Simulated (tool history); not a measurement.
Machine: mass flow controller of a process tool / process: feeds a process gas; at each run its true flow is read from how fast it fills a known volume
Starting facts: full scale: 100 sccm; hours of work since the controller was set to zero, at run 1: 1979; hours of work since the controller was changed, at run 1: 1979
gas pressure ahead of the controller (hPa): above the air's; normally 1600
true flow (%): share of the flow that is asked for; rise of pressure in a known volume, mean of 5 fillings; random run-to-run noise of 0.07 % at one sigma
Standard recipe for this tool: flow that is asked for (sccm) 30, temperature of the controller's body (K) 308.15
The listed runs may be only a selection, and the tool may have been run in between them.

run    hour  flow that is asked for (sccm)  gas pressure ahead of the controller (hPa)  temperature of the controller's body (K)  hours of work since the controller was set to zero  hours of work since the controller was changed  true flow (%)
  1     0.0                             30                                        1600                                    308.15                                                1979                                            1979          98.74
  2   157.2                             30                                        1600                                    308.15                                                2063                                            2063          98.87
  3   302.6                             30                                        1600                                    308.15                                                2141                                            2141          98.82
  4   395.9                             30                                        1600                                    308.15                                                2191                                            2191          98.92
  5   546.8                             30                                        1600                                    308.15                                                2271                                            2271          99.06
  6   637.1                             30                                        1600                                    294.15                                                2320                                            2320         100.11
  7   788.6                             30                                        2170                                    294.15                                                2400                                            2400         100.53
  8   893.3                             25                                        1600                                    308.15                                                2456                                            2456          99.23
  9  1040.3                             25                                        1600                                    308.15                                                2535                                            2535          99.14
 10  1134.5                             25                                        1600                                    308.15                                                2585                                            2585          99.34
 11  1275.3                             25                                        1600                                    308.15                                                2660                                            2660          99.18
 12  1412.2                             25                                        1600                                    308.15                                                2733                                            2733          99.54
 13  1519.5                             30                                        1600                                    308.15                                                2791                                            2791          99.51
 14  1632.0                             30                                        1600                                    309.15                                                2851                                            2851          99.61
 15  1726.6                             30                                        1600                                    309.15                                                2901                                            2901          99.64
 16  1837.2                             30                                        1600                                    309.15                                                2960                                            2960          99.73
 17  2008.3                             86                                        1600                                    308.15                                                3052                                            3052          99.95
 18  2178.4                             86                                        1600                                    308.15                                                3142                                            3142         100.09
 19  2329.6                             30                                        1600                                    308.15                                                3223                                            3223         100.05
 20  2412.0                             30                                        1600                                    308.15                                                3267                                            3267         100.10
 21  2567.1                             30                                        1600                                    308.15                                                3350                                            3350         100.15
 22  2706.4                             30                                        1940                                    308.15                                                3424                                            3424         100.35
 23  2844.4                             30                                        1940                                    308.15                                                3498                                            3498         100.40
 24  2995.8                             31                                        2150                                    302.15                                                3579                                            3579         100.99
 25  3104.5                             31                                        2150                                    302.15                                                3637                                            3637         100.93
 26  3217.1                             19                                        1740                                    308.15                                                3697                                            3697         100.44
 27  3332.5                             92                                        1780                                    311.15                                                3759                                            3759         100.49
 28  3451.2                             77                                        2290                                    305.15                                                3822                                            3822         101.29
 29  3614.2                             30                                        1600                                    303.15                                                3909                                            3909         100.86
 30  3781.0                             45                                        2120                                    295.15                                                3998                                            3998         101.95
 31  3946.3                             45                                        2120                                    295.15                                                4086                                            4086         101.96
 32  4073.9                             30                                        2410                                    297.15                                                4155                                            4155         102.04
     4120.5  -- gauge calibrated
 33  4234.2                             18                                        1470                                    303.15                                                4240                                            4240          99.02
 34  4307.7                             23                                        1600                                    297.15                                                4279                                            4279          99.61
 35  4403.6                             30                                        2540                                    302.15                                                4331                                            4331         100.00
 36  4550.6                             30                                        2540                                    302.15                                                4409                                            4409          99.88
 37  4717.3                             18                                        1590                                    308.15                                                4498                                            4498          99.10
 38  4794.1                             30                                        1830                                    300.15                                                4539                                            4539          99.76
 39  4917.0                             45                                        2560                                    310.15                                                4605                                            4605          99.63
 40  5016.8                             33                                        2260                                    310.15                                                4658                                            4658          99.43
 41  5162.9                             34                                        2150                                    297.15                                                4736                                            4736         100.40
 42  5243.8                             20                                        1600                                    310.15                                                4779                                            4779          99.07
 43  5419.7                             20                                        1600                                    310.15                                                4873                                            4873          99.21

Branching from run 43: 4 alternative next runs. What would each branch give?
  A  5494.2                             71                                        1600                                    296.15                                                4913                                            4913              ?
  B  5494.2                             54                                        1600                                    305.15                                                4913                                            4913              ?
  C  5494.2                             23                                        1600                                    301.15                                                4913                                            4913              ?
  D  5494.2                             19                                        2440                                    311.15                                                4913                                            4913              ?

run  true flow (%)
  A         100.59
  B          99.89
  C          99.97
  D          99.66
The same runs, with their run-to-run variation unchanged, on a tool lacking any hidden condition would have given:
run  true flow (%)
  A          99.92
  B          99.22
  C          99.31
  D          99.00

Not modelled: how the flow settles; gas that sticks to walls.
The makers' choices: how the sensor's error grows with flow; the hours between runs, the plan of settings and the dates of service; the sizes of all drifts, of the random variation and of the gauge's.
